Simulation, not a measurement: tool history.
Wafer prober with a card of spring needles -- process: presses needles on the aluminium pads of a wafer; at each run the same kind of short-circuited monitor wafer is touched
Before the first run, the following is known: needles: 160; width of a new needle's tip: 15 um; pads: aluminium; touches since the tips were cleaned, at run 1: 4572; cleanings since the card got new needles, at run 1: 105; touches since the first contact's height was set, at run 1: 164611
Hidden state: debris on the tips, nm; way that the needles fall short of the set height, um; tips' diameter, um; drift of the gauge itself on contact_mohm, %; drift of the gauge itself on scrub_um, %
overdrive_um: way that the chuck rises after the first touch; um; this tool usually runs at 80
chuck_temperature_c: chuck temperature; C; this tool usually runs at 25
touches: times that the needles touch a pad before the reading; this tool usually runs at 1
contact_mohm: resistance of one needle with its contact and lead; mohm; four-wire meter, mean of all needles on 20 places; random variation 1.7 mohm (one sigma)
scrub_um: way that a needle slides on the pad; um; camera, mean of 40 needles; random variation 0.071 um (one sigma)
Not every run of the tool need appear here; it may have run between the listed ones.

run,hour,overdrive_um,chuck_temperature_c,touches,touches since the tips were cleaned,cleanings since the card got new needles,touches since the first contact's height was set,contact_mohm,scrub_um
1,0,80,25,1,4572,105,164611,282,14.02
# hour 2.6: tips cleaned on abrasive film
# hour 14.9: tips cleaned on abrasive film
# hour 27.3: tips cleaned on abrasive film
# hour 38.6: tips cleaned on abrasive film
2,38.6,80,25,2,0,109,185048,178,13.71
# hour 51: tips cleaned on abrasive film
# hour 63.3: tips cleaned on abrasive film
3,69.6,80,25,1,3366,111,201503,274,13.83
# hour 74.6: tips cleaned on abrasive film
# hour 87: tips cleaned on abrasive film
4,96.3,80,25,1,4954,113,215704,291,13.7
# hour 98.9: tips cleaned on abrasive film
# hour 111.3: tips cleaned on abrasive film
# hour 123.6: tips cleaned on abrasive film
# hour 133.9: tips cleaned on abrasive film
5,133.9,80,25,1,0,117,235613,185,13.52
# hour 141.6: height of the first contact set anew
# hour 144.2: tips cleaned on abrasive film
# hour 156.6: tips cleaned on abrasive film
# hour 168.6: tips cleaned on abrasive film
# hour 178.6: tips cleaned on abrasive film, once more
6,187.1,80,43,2,4584,121,24147,235,14.43
# hour 189.7: tips cleaned on abrasive film
# hour 202.2: tips cleaned on abrasive film
# hour 212.2: tips cleaned on abrasive film
# hour 224.6: tips cleaned on abrasive film
7,225,89,25,1,223,125,44210,191,16.13
# hour 235: tips cleaned on abrasive film
# hour 247.4: tips cleaned on abrasive film
8,254.3,89,25,1,3721,127,59762,253,16.05
# hour 259.4: tips cleaned on abrasive film
# hour 271.8: tips cleaned on abrasive film
# hour 281.8: tips cleaned on abrasive film
9,289.2,89,25,1,3934,130,78245,257,15.85
# hour 294.2: tips cleaned on abrasive film
# hour 304.2: tips cleaned on abrasive film
# hour 316.6: tips cleaned on abrasive film
# hour 329.1: tips cleaned on abrasive film
# hour 340.4: tips cleaned on abrasive film
10,340.4,89,25,1,0,135,105379,179,15.91

Alternative continuations, all from the tool just after run 10; predict every row:
# hour 350.4: tips cleaned on abrasive film
# hour 362.6: tips cleaned on abrasive film
# hour 372.6: tips cleaned on abrasive film
# hour 385.1: tips cleaned on abrasive film
A,391.6,80,56,2,3506,139,132590,?,?
# hour 350.4: tips cleaned on abrasive film
# hour 362.6: tips cleaned on abrasive film
# hour 372.6: tips cleaned on abrasive film
# hour 385.1: tips cleaned on abrasive film
B,391.6,65,106,2,3506,139,132590,?,?
# hour 350.4: tips cleaned on abrasive film
# hour 362.6: tips cleaned on abrasive film
# hour 372.6: tips cleaned on abrasive film
# hour 385.1: tips cleaned on abrasive film
C,391.6,81,44,2,3506,139,132590,?,?

run,contact_mohm,scrub_um
A,246,14.08
B,292,11.41
C,242,14.25
What these runs would have given with no unlogged condition in the tool:
run,contact_mohm,scrub_um
A,176,14.55
B,195,11.88
C,173,14.72

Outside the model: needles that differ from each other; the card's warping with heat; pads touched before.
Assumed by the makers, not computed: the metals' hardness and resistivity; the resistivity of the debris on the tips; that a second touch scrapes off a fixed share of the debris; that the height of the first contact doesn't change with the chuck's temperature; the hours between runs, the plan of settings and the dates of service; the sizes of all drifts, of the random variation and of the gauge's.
